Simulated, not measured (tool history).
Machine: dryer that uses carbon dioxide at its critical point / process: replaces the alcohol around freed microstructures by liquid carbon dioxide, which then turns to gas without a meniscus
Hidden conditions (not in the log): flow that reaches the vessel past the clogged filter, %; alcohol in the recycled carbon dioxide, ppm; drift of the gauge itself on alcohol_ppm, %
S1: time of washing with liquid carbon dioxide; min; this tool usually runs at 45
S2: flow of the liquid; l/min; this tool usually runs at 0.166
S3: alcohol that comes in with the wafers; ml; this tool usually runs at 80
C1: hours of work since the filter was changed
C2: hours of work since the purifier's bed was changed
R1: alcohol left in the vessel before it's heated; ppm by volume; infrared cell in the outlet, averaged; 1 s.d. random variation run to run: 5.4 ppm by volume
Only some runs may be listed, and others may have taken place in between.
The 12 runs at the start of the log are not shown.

{"run": 13, "hour": 132.6, "S1": 45, "S2": 0.166, "S3": 80, "C1": 391, "C2": 284, "R1": 343}
{"run": 14, "hour": 147.7, "S1": 45, "S2": 0.166, "S3": 80, "C1": 398, "C2": 290, "R1": 325}
{"run": 15, "hour": 162.7, "S1": 45, "S2": 0.166, "S3": 80, "C1": 404, "C2": 296, "R1": 327}
{"run": 16, "hour": 177.0, "S1": 45, "S2": 0.166, "S3": 80, "C1": 410, "C2": 302, "R1": 330}
{"run": 17, "hour": 190.4, "S1": 45, "S2": 0.203, "S3": 80, "C1": 415, "C2": 308, "R1": 155}
{"run": 18, "hour": 203.2, "S1": 45, "S2": 0.203, "S3": 80, "C1": 421, "C2": 313, "R1": 142}
{"run": 19, "hour": 218.5, "S1": 45, "S2": 0.203, "S3": 80, "C1": 427, "C2": 319, "R1": 139}
{"run": 20, "hour": 232.2, "S1": 45, "S2": 0.203, "S3": 80, "C1": 433, "C2": 325, "R1": 144}
{"run": 21, "hour": 239.2, "S1": 45, "S2": 0.203, "S3": 80, "C1": 435, "C2": 328, "R1": 156}
{"run": 22, "hour": 254.6, "S1": 45, "S2": 0.206, "S3": 80, "C1": 442, "C2": 334, "R1": 143}
{"run": 23, "hour": 265.2, "S1": 45, "S2": 0.206, "S3": 80, "C1": 446, "C2": 339, "R1": 148}
{"run": 24, "hour": 277.6, "S1": 59, "S2": 0.166, "S3": 80, "C1": 451, "C2": 344, "R1": 118}
{"run": 25, "hour": 286.2, "S1": 59, "S2": 0.166, "S3": 84, "C1": 455, "C2": 347, "R1": 112}
{"run": 26, "hour": 299.9, "S1": 59, "S2": 0.166, "S3": 84, "C1": 461, "C2": 353, "R1": 112}
{"run": 27, "hour": 310.1, "S1": 59, "S2": 0.166, "S3": 84, "C1": 465, "C2": 357, "R1": 125}
{"run": 28, "hour": 317.5, "S1": 48, "S2": 0.224, "S3": 91, "C1": 468, "C2": 360, "R1": 97}
{"run": 29, "hour": 330.4, "S1": 48, "S2": 0.224, "S3": 91, "C1": 473, "C2": 366, "R1": 109}
{"run": 30, "hour": 341.1, "S1": 37, "S2": 0.189, "S3": 80, "C1": 478, "C2": 370, "R1": 527}

What does the tool deliver on the next run?
{"run": 31, "hour": 356.5, "S1": 37, "S2": 0.143, "S3": 33, "C1": 484, "C2": 376, "R1": "?"}

{"run 31": {"R1": 726}}
Minus the tool's unlogged condition, the same run would have read R1 336 ppm by volume.
